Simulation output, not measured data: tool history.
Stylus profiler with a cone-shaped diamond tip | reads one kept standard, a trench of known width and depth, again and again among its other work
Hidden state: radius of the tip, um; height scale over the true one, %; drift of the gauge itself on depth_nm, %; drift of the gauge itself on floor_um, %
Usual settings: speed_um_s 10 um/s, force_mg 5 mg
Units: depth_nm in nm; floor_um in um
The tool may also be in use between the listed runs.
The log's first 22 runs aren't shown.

run,hour,speed_um_s,force_mg,scans with this tip,hours of work since the height scale was calibrated,depth_nm,floor_um
23,2402.3,10,11.59,21914,1205,1017.01,25.58
24,2502.3,3,2.82,22210,1247,1005.22,25.58
25,2625,3,3.36,22574,1297,1005.94,25.53
26,2729.4,3,3.36,22884,1340,1005.92,25.56
27,2837.6,4,3.36,23204,1385,1005.53,25.52
28,2963.5,3,10.43,23577,1437,1014.91,25.57
29,3069.5,3,10.43,23892,1481,1014.83,25.53
30,3216.5,3,10.43,24327,1541,1014.78,25.52
31,3333.4,2,5.01,24674,1590,1008.44,25.51
32,3400.5,10,12.18,24873,1617,1016.59,25.48
33,3501.9,3,7.05,25173,1659,1010.65,25.43
34,3614.5,3,7.68,25507,1706,1011.17,25.45
35,3678.8,7,6.84,25697,1732,1010.39,25.45
36,3795.9,10,10.85,26045,1781,1015.18,25.43
# hour 3879.8: height scale calibrated on a step standard
37,3936.3,10,10.85,26459,23,1018.26,25.45
38,4029,10,10.85,26734,62,1018.12,25.42
39,4145.6,10,10.9,27080,110,1018.09,25.36
40,4277.7,7,5,27471,164,1010.57,25.36
41,4387.8,13,8.4,27797,210,1014.37,25.35
42,4491.3,4,5,28104,252,1010.42,25.32
43,4610.2,10,7.32,28457,301,1013.11,25.3
44,4749.5,10,7.32,28870,359,1013.12,25.31
45,4829.7,2,8.05,29107,392,1014.3,25.32

3 ways to go on from here, each from the tool as it stands after run 45. What would each give?
A,4906.9,13,14.89,29336,424,?,?
B,4906.9,35,3.28,29336,424,?,?
C,4906.9,8,8.05,29336,424,?,?

run,depth_nm,floor_um
A,1021.64,25.29
B,1007.71,25.15
C,1014.24,25.29
Without the tool's hidden state the same runs would have given:
run,depth_nm,floor_um
A,1022.39,26.52
B,1008.44,26.38
C,1014.98,26.52
